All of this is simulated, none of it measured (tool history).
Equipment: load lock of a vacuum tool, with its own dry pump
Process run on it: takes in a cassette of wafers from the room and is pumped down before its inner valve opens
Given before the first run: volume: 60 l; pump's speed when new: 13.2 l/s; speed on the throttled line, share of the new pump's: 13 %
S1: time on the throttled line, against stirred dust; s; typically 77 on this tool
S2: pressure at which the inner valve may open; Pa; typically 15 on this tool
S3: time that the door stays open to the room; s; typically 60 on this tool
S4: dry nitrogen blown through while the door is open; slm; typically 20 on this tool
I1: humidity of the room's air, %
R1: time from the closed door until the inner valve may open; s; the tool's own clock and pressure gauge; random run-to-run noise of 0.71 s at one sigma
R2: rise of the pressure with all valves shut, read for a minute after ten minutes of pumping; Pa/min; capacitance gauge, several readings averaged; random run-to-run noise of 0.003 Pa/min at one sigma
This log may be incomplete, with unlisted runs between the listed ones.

Run 1, hour 0: usual settings; I1 46.4. Result: R1 112.3 s, R2 0.135 Pa/min.
Run 2, hour 305.7: usual settings; I1 44.7. Result: R1 112.5 s, R2 0.136 Pa/min.
Run 3, hour 805.4: usual settings; I1 45. Result: R1 112.9 s, R2 0.155 Pa/min.
Run 4, hour 1135.8: usual settings but S2 13 Pa; I1 42.6. Result: R1 113.2 s, R2 0.153 Pa/min.
Run 5, hour 1511.4: usual settings but S2 13 Pa; I1 44.8. Result: R1 114.5 s, R2 0.161 Pa/min.
Run 6, hour 1859.1: usual settings; I1 44.1. Result: R1 113.7 s, R2 0.164 Pa/min.
Run 7, hour 2126: usual settings but S1 88 s; I1 43.9. Result: R1 125.1 s, R2 0.171 Pa/min.
Run 8, hour 2553.3: usual settings; I1 49. Result: R1 113.6 s, R2 0.18 Pa/min.
Run 9, hour 2964.9: usual settings but S4 7 slm; I1 46.6. Result: R1 113.7 s, R2 0.202 Pa/min.
Run 10, hour 3398.5: usual settings but S4 7 slm; I1 43.8. Result: R1 115.4 s, R2 0.209 Pa/min.
Run 11, hour 3855.1: usual settings but S4 9 slm; I1 42.6. Result: R1 115.2 s, R2 0.204 Pa/min.
At hour 4115.6: door's seal changed, seat wiped.
Run 12, hour 4190.1: usual settings but S4 9 slm; I1 43.4. Result: R1 114.8 s, R2 0.056 Pa/min.
Run 13, hour 4462.5: usual settings but S4 9 slm; I1 42.3. Result: R1 114.4 s, R2 0.056 Pa/min.
Run 14, hour 4795.4: usual settings but S4 9 slm; I1 43.6. Result: R1 114.2 s, R2 0.055 Pa/min.
Run 15, hour 5231: usual settings but S4 9 slm; I1 45.9. Result: R1 114.8 s, R2 0.067 Pa/min.
Run 16, hour 5507.5: usual settings but S3 92 s; I1 46.2. Result: R1 116 s, R2 0.059 Pa/min.
Run 17, hour 5726.4: usual settings but S3 92 s; I1 42.8. Result: R1 114.3 s, R2 0.065 Pa/min.
Run 18, hour 6182.9: usual settings but S3 92 s; I1 47.9. Result: R1 116.1 s, R2 0.071 Pa/min.
Run 19, hour 6576.5: usual settings but S2 19 Pa; I1 47.4. Result: R1 114.9 s, R2 0.069 Pa/min.
Run 20, hour 6875.5: usual settings but S2 19 Pa; I1 45.5. Result: R1 114.4 s, R2 0.06 Pa/min.
Run 21, hour 7276.3: usual settings but S2 19 Pa, S3 143 s; I1 51.5. Result: R1 115.2 s, R2 0.096 Pa/min.
Run 22, hour 7760: usual settings but S2 19 Pa, S3 143 s; I1 43.7. Result: R1 116.7 s, R2 0.089 Pa/min.
At hour 7885.8: dry pump taken out, an overhauled one fitted.
Run 23, hour 8058: usual settings but S1 87 s, S2 26 Pa, S3 88 s, S4 23 slm; I1 40.8. Result: R1 113.7 s, R2 0.07 Pa/min.
Run 24, hour 8553.3: usual settings but S1 87 s, S2 26 Pa, S3 88 s, S4 23 slm; I1 47.4. Result: R1 112.4 s, R2 0.087 Pa/min.
Run 25, hour 8996.9: usual settings but S1 97 s, S2 25 Pa, S3 194 s, S4 29 slm; I1 48. Result: R1 122.9 s, R2 0.102 Pa/min.
Run 26, hour 9254.6: usual settings but S1 97 s, S2 25 Pa, S3 194 s, S4 29 slm; I1 45. Result: R1 122.7 s, R2 0.1 Pa/min.
Run 27, hour 9469.7: usual settings but S1 46 s, S2 25 Pa, S3 194 s, S4 29 slm; I1 48.1. Result: R1 78.6 s, R2 0.105 Pa/min.
Run 28, hour 9845.5: usual settings but S1 105 s, S2 22 Pa; I1 44.5. Result: R1 128.4 s, R2 0.089 Pa/min.
Run 29, hour 10337.1: usual settings but S1 105 s, S2 22 Pa; I1 44.6. Result: R1 132 s, R2 0.099 Pa/min.
Run 30, hour 10815.1: usual settings but S1 105 s, S2 22 Pa; I1 45.1. Result: R1 129.3 s, R2 0.102 Pa/min.
Run 31, hour 11204.1: usual settings but S4 5 slm; I1 45. Result: R1 107.3 s, R2 0.123 Pa/min.
Run 32, hour 11674.2: usual settings but S1 86 s, S2 22 Pa, S3 42 s, S4 9 slm; I1 47.8. Result: R1 113.9 s, R2 0.118 Pa/min.
Run 33, hour 11967: usual settings but S1 76 s, S2 22 Pa, S3 45 s, S4 27 slm; I1 46.5. Result: R1 106.7 s, R2 0.107 Pa/min.
Run 34, hour 12367.2: usual settings but S1 51 s, S2 25 Pa; I1 43.7. Result: R1 84.3 s, R2 0.121 Pa/min.
Run 35, hour 12642.6: usual settings but S1 51 s, S2 25 Pa; I1 43.6. Result: R1 83.8 s, R2 0.125 Pa/min.
Run 36, hour 12943.4: usual settings but S3 88 s, S4 32 slm; I1 44.9. Result: R1 109.4 s, R2 0.122 Pa/min.
Run 37, hour 13307.7: usual settings but S3 88 s, S4 32 slm; I1 44.2. Result: R1 108.7 s, R2 0.142 Pa/min.
Run 38, hour 13515: usual settings but S1 90 s, S2 10 Pa, S3 46 s, S4 5 slm; I1 44.9. Result: R1 121.9 s, R2 0.149 Pa/min.

Alternative continuations, all from the tool just after run 38; predict every row:
Run A, hour 13760.9: usual settings but S2 16 Pa; I1 46.5. Result: R1 ?, R2 ?.
Run B, hour 13760.9: usual settings but S1 90 s, S2 10 Pa, S3 111 s, S4 14 slm; I1 46.9. Result: R1 ?, R2 ?.
Run C, hour 13760.9: usual settings but S2 17 Pa; I1 43.9. Result: R1 ?, R2 ?.

run     R1     R2
  A  108.8   0.15
  B  123.1  0.161
  C  109.7   0.14
Had the tool no hidden state, the same runs would have come out as:
run     R1     R2
  A  106.4  0.054
  B  120.5  0.066
  C  107.3  0.045
